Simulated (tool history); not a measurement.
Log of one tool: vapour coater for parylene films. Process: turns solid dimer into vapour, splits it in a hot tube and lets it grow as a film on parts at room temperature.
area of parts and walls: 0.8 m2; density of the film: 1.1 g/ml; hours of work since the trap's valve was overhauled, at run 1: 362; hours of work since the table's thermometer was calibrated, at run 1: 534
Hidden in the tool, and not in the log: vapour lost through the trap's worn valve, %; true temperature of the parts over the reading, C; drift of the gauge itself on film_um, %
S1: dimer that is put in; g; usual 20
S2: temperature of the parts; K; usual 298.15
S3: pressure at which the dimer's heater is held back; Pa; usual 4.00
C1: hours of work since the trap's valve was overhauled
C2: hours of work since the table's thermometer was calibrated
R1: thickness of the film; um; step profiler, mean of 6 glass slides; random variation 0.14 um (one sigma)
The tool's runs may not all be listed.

{"run": 1, "day": 0.0, "S1": 20, "S2": 298.15, "S3": 4.0, "C1": 362, "C2": 534, "R1": 16.74}
{"run": 2, "day": 1.138, "S1": 20, "S2": 298.15, "S3": 4.0, "C1": 384, "C2": 557, "R1": 16.36}
{"run": 3, "day": 1.783, "S1": 20, "S2": 298.15, "S3": 4.0, "C1": 397, "C2": 569, "R1": 16.66}
{"run": 4, "day": 3.129, "S1": 20, "S2": 298.15, "S3": 4.0, "C1": 423, "C2": 596, "R1": 16.39}
{"run": 5, "day": 3.7, "S1": 12, "S2": 298.15, "S3": 4.0, "C1": 434, "C2": 607, "R1": 9.83}
{"run": 6, "day": 4.662, "S1": 12, "S2": 298.15, "S3": 4.0, "C1": 453, "C2": 626, "R1": 9.84}
{"run": 7, "day": 5.317, "S1": 20, "S2": 298.15, "S3": 4.0, "C1": 466, "C2": 639, "R1": 16.27}
{"run": 8, "day": 6.362, "S1": 28, "S2": 298.15, "S3": 4.0, "C1": 486, "C2": 659, "R1": 22.51}
{"run": 9, "day": 7.508, "S1": 28, "S2": 298.15, "S3": 4.0, "C1": 509, "C2": 682, "R1": 22.61}
{"day": 7.754, "done": "trap's valve overhauled"}
{"run": 10, "day": 8.317, "S1": 28, "S2": 298.15, "S3": 4.0, "C1": 11, "C2": 694, "R1": 21.75}
{"run": 11, "day": 9.217, "S1": 28, "S2": 298.15, "S3": 4.0, "C1": 29, "C2": 712, "R1": 21.83}
{"run": 12, "day": 9.983, "S1": 28, "S2": 298.15, "S3": 4.0, "C1": 44, "C2": 727, "R1": 21.68}
{"run": 13, "day": 11.246, "S1": 20, "S2": 298.15, "S3": 4.0, "C1": 68, "C2": 751, "R1": 15.17}
{"day": 11.829, "done": "trap's valve overhauled, once more"}
{"run": 14, "day": 12.204, "S1": 13, "S2": 303.15, "S3": 3.1, "C1": 7, "C2": 767, "R1": 10.73}
{"run": 15, "day": 13.438, "S1": 13, "S2": 303.15, "S3": 4.03, "C1": 32, "C2": 791, "R1": 10.56}
{"run": 16, "day": 14.138, "S1": 13, "S2": 303.15, "S3": 4.03, "C1": 45, "C2": 805, "R1": 10.48}
{"run": 17, "day": 14.762, "S1": 8, "S2": 303.15, "S3": 3.67, "C1": 57, "C2": 817, "R1": 6.44}
{"run": 18, "day": 15.954, "S1": 30, "S2": 294.15, "S3": 5.77, "C1": 81, "C2": 840, "R1": 27.64}
{"run": 19, "day": 16.808, "S1": 25, "S2": 294.15, "S3": 5.77, "C1": 98, "C2": 857, "R1": 22.47}
{"run": 20, "day": 18.05, "S1": 15, "S2": 305.15, "S3": 8.47, "C1": 122, "C2": 882, "R1": 10.68}
{"run": 21, "day": 18.908, "S1": 20, "S2": 298.15, "S3": 10.92, "C1": 139, "C2": 898, "R1": 15.95}
{"run": 22, "day": 19.854, "S1": 20, "S2": 298.15, "S3": 10.31, "C1": 157, "C2": 917, "R1": 15.85}
{"run": 23, "day": 20.429, "S1": 20, "S2": 298.15, "S3": 10.31, "C1": 168, "C2": 928, "R1": 15.61}
{"run": 24, "day": 21.554, "S1": 20, "S2": 298.15, "S3": 10.31, "C1": 190, "C2": 950, "R1": 15.81}
{"run": 25, "day": 22.55, "S1": 12, "S2": 296.15, "S3": 3.7, "C1": 210, "C2": 970, "R1": 10.81}

Forecast each of these 5 alternatives for the next run:
{"run": "A", "day": 23.525, "S1": 9, "S2": 296.15, "S3": 2.57, "C1": 229, "C2": 989, "R1": "?"}
{"run": "B", "day": 23.525, "S1": 20, "S2": 302.15, "S3": 4.0, "C1": 229, "C2": 989, "R1": "?"}
{"run": "C", "day": 23.525, "S1": 12, "S2": 307.15, "S3": 10.49, "C1": 229, "C2": 989, "R1": "?"}
{"run": "D", "day": 23.525, "S1": 21, "S2": 301.15, "S3": 4.0, "C1": 229, "C2": 989, "R1": "?"}
{"run": "E", "day": 23.525, "S1": 20, "S2": 298.15, "S3": 4.59, "C1": 229, "C2": 989, "R1": "?"}

run=A R1=8.25
run=B R1=15.69
run=C R1=7.99
run=D R1=16.66
run=E R1=16.66
Without the tool's hidden state the same runs would have given:
run=A R1=8.49
run=B R1=16.15
run=C R1=8.23
run=D R1=17.15
run=E R1=17.15

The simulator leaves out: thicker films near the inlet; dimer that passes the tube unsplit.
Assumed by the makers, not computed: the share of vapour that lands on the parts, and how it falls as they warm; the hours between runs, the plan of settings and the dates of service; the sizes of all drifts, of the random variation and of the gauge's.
